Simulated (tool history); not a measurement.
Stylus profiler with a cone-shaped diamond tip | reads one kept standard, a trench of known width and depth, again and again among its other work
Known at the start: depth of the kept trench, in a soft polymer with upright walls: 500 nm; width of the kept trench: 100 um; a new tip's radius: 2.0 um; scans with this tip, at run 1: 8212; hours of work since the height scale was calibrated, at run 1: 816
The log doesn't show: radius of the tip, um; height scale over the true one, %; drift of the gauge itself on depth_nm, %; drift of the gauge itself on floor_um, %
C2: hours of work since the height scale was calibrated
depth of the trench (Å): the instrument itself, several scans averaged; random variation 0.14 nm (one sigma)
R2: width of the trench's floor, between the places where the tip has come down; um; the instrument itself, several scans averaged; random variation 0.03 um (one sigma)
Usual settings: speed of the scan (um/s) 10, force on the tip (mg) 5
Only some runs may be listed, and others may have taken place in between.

run 1 hour=0 | speed_of_the_scan_(um/s)=10 force_on_the_tip_(mg)=5 | scans_with_this_tip=8212 C2=816 | depth_of_the_trench_(Å)=5135.6 R2=97.34
run 2 hour=23.3 | speed_of_the_scan_(um/s)=10 force_on_the_tip_(mg)=5 | scans_with_this_tip=8339 C2=829 | depth_of_the_trench_(Å)=5133 R2=97.28
run 3 hour=53.6 | speed_of_the_scan_(um/s)=10 force_on_the_tip_(mg)=5 | scans_with_this_tip=8505 C2=845 | depth_of_the_trench_(Å)=5136.7 R2=97.29
run 4 hour=89.3 | speed_of_the_scan_(um/s)=10 force_on_the_tip_(mg)=5 | scans_with_this_tip=8700 C2=865 | depth_of_the_trench_(Å)=5136.2 R2=97.33
run 5 hour=109.8 | speed_of_the_scan_(um/s)=10 force_on_the_tip_(mg)=5 | scans_with_this_tip=8813 C2=876 | depth_of_the_trench_(Å)=5132.7 R2=97.32
run 6 hour=136.3 | speed_of_the_scan_(um/s)=10 force_on_the_tip_(mg)=5 | scans_with_this_tip=8958 C2=890 | depth_of_the_trench_(Å)=5130.7 R2=97.31
run 7 hour=155.5 | speed_of_the_scan_(um/s)=10 force_on_the_tip_(mg)=2.11 | scans_with_this_tip=9063 C2=901 | depth_of_the_trench_(Å)=5073.6 R2=97.33
run 8 hour=192.9 | speed_of_the_scan_(um/s)=10 force_on_the_tip_(mg)=5 | scans_with_this_tip=9268 C2=921 | depth_of_the_trench_(Å)=5133.9 R2=97.31
run 9 hour=223.5 | speed_of_the_scan_(um/s)=10 force_on_the_tip_(mg)=5 | scans_with_this_tip=9435 C2=938 | depth_of_the_trench_(Å)=5130.6 R2=97.33
run 10 hour=247.1 | speed_of_the_scan_(um/s)=10 force_on_the_tip_(mg)=5 | scans_with_this_tip=9564 C2=950 | depth_of_the_trench_(Å)=5132.3 R2=97.26
run 11 hour=276.8 | speed_of_the_scan_(um/s)=10 force_on_the_tip_(mg)=5 | scans_with_this_tip=9727 C2=967 | depth_of_the_trench_(Å)=5131.8 R2=97.33
run 12 hour=301.3 | speed_of_the_scan_(um/s)=10 force_on_the_tip_(mg)=5 | scans_with_this_tip=9861 C2=980 | depth_of_the_trench_(Å)=5130.1 R2=97.32
run 13 hour=339 | speed_of_the_scan_(um/s)=5 force_on_the_tip_(mg)=5 | scans_with_this_tip=10067 C2=1000 | depth_of_the_trench_(Å)=5134 R2=97.39
run 14 hour=363.1 | speed_of_the_scan_(um/s)=5 force_on_the_tip_(mg)=5 | scans_with_this_tip=10199 C2=1013 | depth_of_the_trench_(Å)=5133.4 R2=97.31
run 15 hour=388 | speed_of_the_scan_(um/s)=5 force_on_the_tip_(mg)=5 | scans_with_this_tip=10335 C2=1027 | depth_of_the_trench_(Å)=5134.3 R2=97.39
run 16 hour=423.7 | speed_of_the_scan_(um/s)=10 force_on_the_tip_(mg)=9.9 | scans_with_this_tip=10531 C2=1046 | depth_of_the_trench_(Å)=5210.1 R2=97.29
run 17 hour=458.8 | speed_of_the_scan_(um/s)=10 force_on_the_tip_(mg)=5 | scans_with_this_tip=10723 C2=1066 | depth_of_the_trench_(Å)=5135 R2=97.27
run 18 hour=492.3 | speed_of_the_scan_(um/s)=10 force_on_the_tip_(mg)=5 | scans_with_this_tip=10906 C2=1084 | depth_of_the_trench_(Å)=5132.2 R2=97.33
run 19 hour=532.2 | speed_of_the_scan_(um/s)=10 force_on_the_tip_(mg)=5 | scans_with_this_tip=11125 C2=1105 | depth_of_the_trench_(Å)=5132.8 R2=97.31
run 20 hour=562.4 | speed_of_the_scan_(um/s)=10 force_on_the_tip_(mg)=5 | scans_with_this_tip=11290 C2=1122 | depth_of_the_trench_(Å)=5133.3 R2=97.31
run 21 hour=591.2 | speed_of_the_scan_(um/s)=10 force_on_the_tip_(mg)=5 | scans_with_this_tip=11447 C2=1138 | depth_of_the_trench_(Å)=5130.6 R2=97.33
run 22 hour=624.9 | speed_of_the_scan_(um/s)=14 force_on_the_tip_(mg)=2.8 | scans_with_this_tip=11632 C2=1156 | depth_of_the_trench_(Å)=5088.2 R2=97.29
run 23 hour=646.9 | speed_of_the_scan_(um/s)=33 force_on_the_tip_(mg)=13.58 | scans_with_this_tip=11752 C2=1168 | depth_of_the_trench_(Å)=5258 R2=97.28
run 24 hour=688.2 | speed_of_the_scan_(um/s)=33 force_on_the_tip_(mg)=13.58 | scans_with_this_tip=11979 C2=1190 | depth_of_the_trench_(Å)=5258.6 R2=97.26
run 25 hour=724.4 | speed_of_the_scan_(um/s)=28 force_on_the_tip_(mg)=5.64 | scans_with_this_tip=12177 C2=1210 | depth_of_the_trench_(Å)=5143 R2=97.22
run 26 hour=759 | speed_of_the_scan_(um/s)=16 force_on_the_tip_(mg)=13.7 | scans_with_this_tip=12366 C2=1229 | depth_of_the_trench_(Å)=5261.5 R2=97.31
run 27 hour=795.7 | speed_of_the_scan_(um/s)=16 force_on_the_tip_(mg)=13.7 | scans_with_this_tip=12567 C2=1249 | depth_of_the_trench_(Å)=5261.3 R2=97.32
run 28 hour=828.4 | speed_of_the_scan_(um/s)=19 force_on_the_tip_(mg)=5.52 | scans_with_this_tip=12746 C2=1267 | depth_of_the_trench_(Å)=5143.6 R2=97.29
run 29 hour=859.1 | speed_of_the_scan_(um/s)=19 force_on_the_tip_(mg)=5.52 | scans_with_this_tip=12914 C2=1283 | depth_of_the_trench_(Å)=5143.2 R2=97.37
run 30 hour=894.2 | speed_of_the_scan_(um/s)=19 force_on_the_tip_(mg)=5.52 | scans_with_this_tip=13106 C2=1302 | depth_of_the_trench_(Å)=5141.2 R2=97.29
run 31 hour=916 | speed_of_the_scan_(um/s)=3 force_on_the_tip_(mg)=9.52 | scans_with_this_tip=13225 C2=1314 | depth_of_the_trench_(Å)=5204.2 R2=97.33
run 32 hour=954.3 | speed_of_the_scan_(um/s)=2 force_on_the_tip_(mg)=4.2 | scans_with_this_tip=13435 C2=1335 | depth_of_the_trench_(Å)=5118.5 R2=97.33
run 33 hour=980.3 | speed_of_the_scan_(um/s)=34 force_on_the_tip_(mg)=5.12 | scans_with_this_tip=13577 C2=1349 | depth_of_the_trench_(Å)=5136.6 R2=97.19
run 34 hour=1010.5 | speed_of_the_scan_(um/s)=16 force_on_the_tip_(mg)=5.12 | scans_with_this_tip=13742 C2=1366 | depth_of_the_trench_(Å)=5134.5 R2=97.27
run 35 hour=1041.8 | speed_of_the_scan_(um/s)=13 force_on_the_tip_(mg)=4.53 | scans_with_this_tip=13914 C2=1383 | depth_of_the_trench_(Å)=5123.4 R2=97.26
run 36 hour=1071.1 | speed_of_the_scan_(um/s)=22 force_on_the_tip_(mg)=2.29 | scans_with_this_tip=14074 C2=1399 | depth_of_the_trench_(Å)=5081.8 R2=97.26
run 37 hour=1106.1 | speed_of_the_scan_(um/s)=4 force_on_the_tip_(mg)=2.74 | scans_with_this_tip=14266 C2=1418 | depth_of_the_trench_(Å)=5089.4 R2=97.26

Here are 3 independent what-if runs from the current tool condition. What would each one return?
run A hour=1141.6 | speed_of_the_scan_(um/s)=10 force_on_the_tip_(mg)=13.1 | scans_with_this_tip=14460 C2=1437 | depth_of_the_trench_(Å)=? R2=?
run B hour=1141.6 | speed_of_the_scan_(um/s)=4 force_on_the_tip_(mg)=2.69 | scans_with_this_tip=14460 C2=1437 | depth_of_the_trench_(Å)=? R2=?
run C hour=1141.6 | speed_of_the_scan_(um/s)=39 force_on_the_tip_(mg)=2.23 | scans_with_this_tip=14460 C2=1437 | depth_of_the_trench_(Å)=? R2=?

run=A depth_of_the_trench_(Å)=5252.2 R2=97.31
run=B depth_of_the_trench_(Å)=5085.8 R2=97.31
run=C depth_of_the_trench_(Å)=5077.2 R2=97.17
Without the tool's hidden state the same runs would have given:
run=A depth_of_the_trench_(Å)=5252 R2=97.33
run=B depth_of_the_trench_(Å)=5085.6 R2=97.33
run=C depth_of_the_trench_(Å)=5077 R2=97.18

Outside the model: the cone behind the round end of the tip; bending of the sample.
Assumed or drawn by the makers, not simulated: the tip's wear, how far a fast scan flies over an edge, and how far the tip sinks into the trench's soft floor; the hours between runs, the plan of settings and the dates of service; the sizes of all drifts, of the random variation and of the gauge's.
